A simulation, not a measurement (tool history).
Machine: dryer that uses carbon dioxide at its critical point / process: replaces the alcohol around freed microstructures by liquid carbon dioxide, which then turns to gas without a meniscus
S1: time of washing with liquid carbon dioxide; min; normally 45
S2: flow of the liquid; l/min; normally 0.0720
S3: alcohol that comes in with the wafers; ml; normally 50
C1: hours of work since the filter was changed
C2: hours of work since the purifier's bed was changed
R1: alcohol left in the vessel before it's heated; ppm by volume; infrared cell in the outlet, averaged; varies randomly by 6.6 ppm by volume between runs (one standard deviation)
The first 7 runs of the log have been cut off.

run,hour,S1,S2,S3,C1,C2,R1
8,100.7,45,0.0720,22,112,138,174
9,108.7,45,0.0720,50,117,143,415
10,123.3,45,0.0720,50,127,153,416
11,133.5,29,0.0720,50,133,159,3016
12,148.5,45,0.0720,50,143,169,442
13,164.2,45,0.0720,50,153,179,450
14,176.5,45,0.0720,50,161,187,460
15,193.1,45,0.0720,50,171,197,491
16,201.7,54,0.0720,50,177,203,171
17,219.2,54,0.0720,50,188,214,191
18,226.7,45,0.0720,50,193,219,497
19,243.4,45,0.0909,50,203,229,112
20,255.7,45,0.0720,51,211,237,530
21,266.7,35,0.0725,50,218,244,1625
22,279.9,35,0.0725,50,227,253,1665
23,292.8,51,0.0720,50,235,261,272
24,302.5,32,0.0720,50,241,267,2461
25,314.2,45,0.0643,50,249,275,1018
26,325.3,45,0.0643,50,256,282,1031
27,342.3,72,0.0819,49,267,293,25
28,356.6,58,0.0834,27,276,302,39
29,368.6,32,0.0720,50,283,309,2702
30,383.6,32,0.0595,57,293,319,6265
31,392.8,32,0.0595,57,299,325,6100
# hour 400.2: inlet filter changed
32,405.2,48,0.0613,41,3,332,462

The next listed run, before its measurement:
33,415.7,48,0.0613,41,10,339,?

{"run 33": {"R1": 457}}
If the tool had no hidden condition, the same run with the same run-to-run variation would have returned R1 422 ppm by volume.

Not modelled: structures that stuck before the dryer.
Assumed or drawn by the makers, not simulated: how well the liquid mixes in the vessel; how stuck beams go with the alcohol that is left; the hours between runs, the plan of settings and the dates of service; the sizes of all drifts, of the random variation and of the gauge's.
